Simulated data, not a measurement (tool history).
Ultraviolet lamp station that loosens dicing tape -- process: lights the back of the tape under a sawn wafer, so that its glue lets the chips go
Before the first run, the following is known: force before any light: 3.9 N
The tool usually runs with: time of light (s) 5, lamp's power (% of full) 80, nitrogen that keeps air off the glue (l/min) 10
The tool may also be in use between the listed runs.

run,hour,time of light (s),lamp's power (% of full),nitrogen that keeps air off the glue (l/min),force that peels the tape off (N),light that reached the tape (mJ/cm²)
1,0.0,5,80,10,0.450,448
2,10.0,5,80,4,0.724,447
3,15.4,5,80,4,0.750,446
4,21.7,5,80,10,0.439,445
5,31.7,5,80,10,0.444,445
6,40.4,5,80,10,0.454,438
7,46.9,5,84,10,0.415,470
8,59.0,5,84,10,0.411,472
9,69.9,5,84,10,0.430,468
10,75.2,5,80,10,0.444,442
11,80.1,5,80,10,0.445,444
12,88.2,6,80,10,0.378,523
13,100.0,5,80,10,0.452,445
14,107.2,5,80,10,0.476,443
15,114.4,5,80,15,0.362,445
16,124.8,5,80,10,0.433,441
17,133.2,5,80,10,0.447,432
# hour 134.3: window cleaned of glue's vapour
18,143.2,9,80,10,0.262,768
19,154.2,9,80,10,0.277,766
20,165.7,9,80,10,0.277,769
21,174.9,9,80,10,0.245,765
# hour 178.2: window cleaned of glue's vapour, once more
22,187.0,9,80,10,0.273,797
23,197.2,7,77,3,0.586,605
24,204.4,7,77,3,0.594,604
25,213.7,4,84,10,0.574,376
26,225.5,5,98,10,0.346,552
27,235.7,5,89,10,0.393,491
28,241.6,5,72,16,0.439,402
29,252.4,5,72,16,0.402,394
30,259.4,5,72,16,0.418,395
31,265.9,2,72,10,1.513,164
32,276.3,3,76,16,0.797,248
33,281.9,7,80,10,0.309,621
34,288.3,5,80,4,0.748,441
35,296.9,5,80,10,0.464,436
36,303.3,5,80,10,0.458,434
37,310.5,5,99,16,0.292,540
38,321.6,5,79,16,0.383,432
39,326.7,5,69,16,0.448,373
40,331.9,5,69,16,0.441,364
41,336.9,5,69,16,0.460,373
42,343.8,5,69,16,0.450,375
43,353.1,5,69,16,0.437,375

A few steps of force that peels the tape off (N) between consecutive runs. Split each: what settings, incoming material and random variation would produce without the hidden state, and what is left over for the hidden state, along with gauge scatter present in only one of the two compared results (measured, and without hidden state):
What the log doesn't record here: lamp's light, % of a new lamp's; light that the window lets through, % of a clean one's; drift of the gauge itself on peel_n, %; drift of the gauge itself on dose_mj_cm2, %.
Run 30 -> 31: time of light (s) 5 -> 2, nitrogen that keeps air off the glue (l/min) 16 -> 10. force that peels the tape off (N) +1.095: hidden state +0.059, all else +1.036.
Run 31 -> 32: time of light (s) 2 -> 3, lamp's power (% of full) 72 -> 76, nitrogen that keeps air off the glue (l/min) 10 -> 16. force that peels the tape off (N) -0.716: hidden state -0.018, all else -0.698.
Run 32 -> 33: time of light (s) 3 -> 7, lamp's power (% of full) 76 -> 80, nitrogen that keeps air off the glue (l/min) 16 -> 10. force that peels the tape off (N) -0.488: hidden state -0.057, all else -0.431.
Run 33 -> 34: time of light (s) 7 -> 5, nitrogen that keeps air off the glue (l/min) 10 -> 4. force that peels the tape off (N) +0.439: hidden state +0.055, all else +0.384.
